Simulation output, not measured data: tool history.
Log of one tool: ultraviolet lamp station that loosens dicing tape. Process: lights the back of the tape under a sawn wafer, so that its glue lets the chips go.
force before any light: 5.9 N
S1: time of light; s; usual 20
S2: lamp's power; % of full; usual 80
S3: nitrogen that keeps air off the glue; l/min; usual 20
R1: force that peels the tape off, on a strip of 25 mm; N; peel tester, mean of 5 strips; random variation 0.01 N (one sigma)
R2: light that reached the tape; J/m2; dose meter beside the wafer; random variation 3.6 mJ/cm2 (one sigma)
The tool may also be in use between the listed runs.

run   hour  S1  S2  S3     R1    R2
  1      0  20  80  20   1.08  3630
  2    9.9  20  63  20   1.59  2810
  3   22.5  20  63  20  1.554  2750
  4   37.1  19  80  20  1.197  3310
  5   48.4  11  80  20  2.349  1880
  6   63.1  20  80  20  1.237  3450
  7   76.4  20  80  20  1.175  3350
      80.8  -- window cleaned of glue's vapour
  8   89.4  20  80  20  0.943  3940
  9   96.6  20  80  20  0.935  3870
 10    112  20  80  20  0.942  3890
 11  124.7  20  80  20  0.961  3880
 12  137.6  11  80  17  2.245  2090
 13  146.5  26  61  20  0.997  3710
 14  155.9  12  74  19   2.14  2060

Run 15 comes next. What will it give?
 15  166.3  12  74  19   ?   ?

{"run 15": {"R1": 2.238, "R2": 2070}}
Without the tool's hidden state the same run would have given R1 1.291 N, R2 3300 J/m2.

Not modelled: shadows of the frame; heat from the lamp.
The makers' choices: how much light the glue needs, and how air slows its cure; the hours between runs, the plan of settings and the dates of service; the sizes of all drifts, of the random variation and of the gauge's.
